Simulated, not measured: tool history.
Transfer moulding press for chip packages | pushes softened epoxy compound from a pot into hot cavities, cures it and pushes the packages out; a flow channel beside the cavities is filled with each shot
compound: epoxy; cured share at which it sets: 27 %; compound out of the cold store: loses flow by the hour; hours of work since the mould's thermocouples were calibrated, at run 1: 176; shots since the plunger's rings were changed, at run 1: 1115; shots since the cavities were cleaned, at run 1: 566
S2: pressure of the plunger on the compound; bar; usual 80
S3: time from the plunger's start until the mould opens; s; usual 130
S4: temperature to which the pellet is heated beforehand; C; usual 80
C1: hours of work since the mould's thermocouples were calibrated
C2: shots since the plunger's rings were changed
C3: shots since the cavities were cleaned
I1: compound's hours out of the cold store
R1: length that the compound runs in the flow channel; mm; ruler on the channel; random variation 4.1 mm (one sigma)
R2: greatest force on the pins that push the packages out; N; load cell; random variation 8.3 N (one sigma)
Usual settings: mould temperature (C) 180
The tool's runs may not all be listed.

run 1 hour=0 | mould_temperature_(C)=180 S2=80 S3=130 S4=80 | C1=176 C2=1115 C3=566 | I1=32 | R1=789 R2=515
run 2 hour=7.7 | mould_temperature_(C)=180 S2=80 S3=130 S4=80 | C1=180 C2=1169 C3=620 | I1=13.7 | R1=854 R2=506
run 3 hour=15.1 | mould_temperature_(C)=180 S2=80 S3=130 S4=80 | C1=183 C2=1221 C3=672 | I1=35.2 | R1=765 R2=499
run 4 hour=24.4 | mould_temperature_(C)=180 S2=80 S3=130 S4=80 | C1=188 C2=1287 C3=738 | I1=17.4 | R1=849 R2=535
run 5 hour=30.9 | mould_temperature_(C)=180 S2=80 S3=130 S4=80 | C1=191 C2=1332 C3=783 | I1=22.5 | R1=829 R2=531
-- hour=34.5 cavities cleaned with cleaning compound and waxed
run 6 hour=42.4 | mould_temperature_(C)=180 S2=64 S3=130 S4=80 | C1=195 C2=1402 C3=55 | I1=43.5 | R1=667 R2=588
run 7 hour=50.2 | mould_temperature_(C)=180 S2=64 S3=130 S4=80 | C1=199 C2=1457 C3=110 | I1=31.6 | R1=693 R2=627
run 8 hour=61.1 | mould_temperature_(C)=180 S2=64 S3=130 S4=80 | C1=204 C2=1533 C3=186 | I1=38.8 | R1=674 R2=601
-- hour=66.1 cavities cleaned with cleaning compound and waxed, once more
run 9 hour=68.3 | mould_temperature_(C)=180 S2=64 S3=130 S4=80 | C1=207 C2=1573 C3=15 | I1=21.5 | R1=734 R2=382
run 10 hour=80.9 | mould_temperature_(C)=180 S2=64 S3=130 S4=80 | C1=213 C2=1662 C3=104 | I1=41.6 | R1=665 R2=399
run 11 hour=94.7 | mould_temperature_(C)=173 S2=64 S3=130 S4=80 | C1=219 C2=1759 C3=201 | I1=33.4 | R1=715 R2=629
run 12 hour=107.5 | mould_temperature_(C)=173 S2=64 S3=130 S4=80 | C1=225 C2=1849 C3=291 | I1=32.1 | R1=720 R2=628
run 13 hour=114.8 | mould_temperature_(C)=173 S2=64 S3=130 S4=80 | C1=228 C2=1900 C3=342 | I1=44.7 | R1=676 R2=635
run 14 hour=122.8 | mould_temperature_(C)=173 S2=64 S3=130 S4=80 | C1=232 C2=1956 C3=398 | I1=13.7 | R1=786 R2=738
run 15 hour=134.6 | mould_temperature_(C)=180 S2=80 S3=130 S4=80 | C1=238 C2=2039 C3=481 | I1=26.1 | R1=793 R2=483
run 16 hour=141.1 | mould_temperature_(C)=186 S2=64.1 S3=160 S4=78 | C1=241 C2=2085 C3=527 | I1=12 | R1=755 R2=401
run 17 hour=149.3 | mould_temperature_(C)=174 S2=82.9 S3=142 S4=81 | C1=244 C2=2142 C3=584 | I1=34.3 | R1=798 R2=580
run 18 hour=157 | mould_temperature_(C)=180 S2=89.3 S3=130 S4=73 | C1=248 C2=2196 C3=638 | I1=43.8 | R1=769 R2=483
run 19 hour=163.1 | mould_temperature_(C)=180 S2=88.7 S3=147 S4=84 | C1=251 C2=2239 C3=681 | I1=11 | R1=898 R2=462
run 20 hour=169.7 | mould_temperature_(C)=180 S2=88.7 S3=147 S4=75 | C1=254 C2=2285 C3=727 | I1=45.3 | R1=755 R2=470
-- hour=181.5 cavities cleaned with cleaning compound and waxed
run 21 hour=183.4 | mould_temperature_(C)=178 S2=87.2 S3=151 S4=79 | C1=260 C2=2372 C3=14 | I1=15.4 | R1=877 R2=344
run 22 hour=192.6 | mould_temperature_(C)=178 S2=87.2 S3=151 S4=79 | C1=264 C2=2436 C3=78 | I1=37.3 | R1=784 R2=367
run 23 hour=205.3 | mould_temperature_(C)=175 S2=63.1 S3=114 S4=81 | C1=270 C2=2525 C3=167 | I1=20.9 | R1=735 R2=771
run 24 hour=213.3 | mould_temperature_(C)=180 S2=78.7 S3=162 S4=73 | C1=274 C2=2581 C3=223 | I1=19.9 | R1=807 R2=365

Run 25 comes next. What will it give?
run 25 hour=220.3 | mould_temperature_(C)=180 S2=64.1 S3=140 S4=80 | C1=277 C2=2630 C3=272 | I1=36.7 | R1=? R2=?

Run 25 gave R1 675 mm, R2 414 N.
Without the tool's hidden state the same run would have given R1 705 mm, R2 343 N.
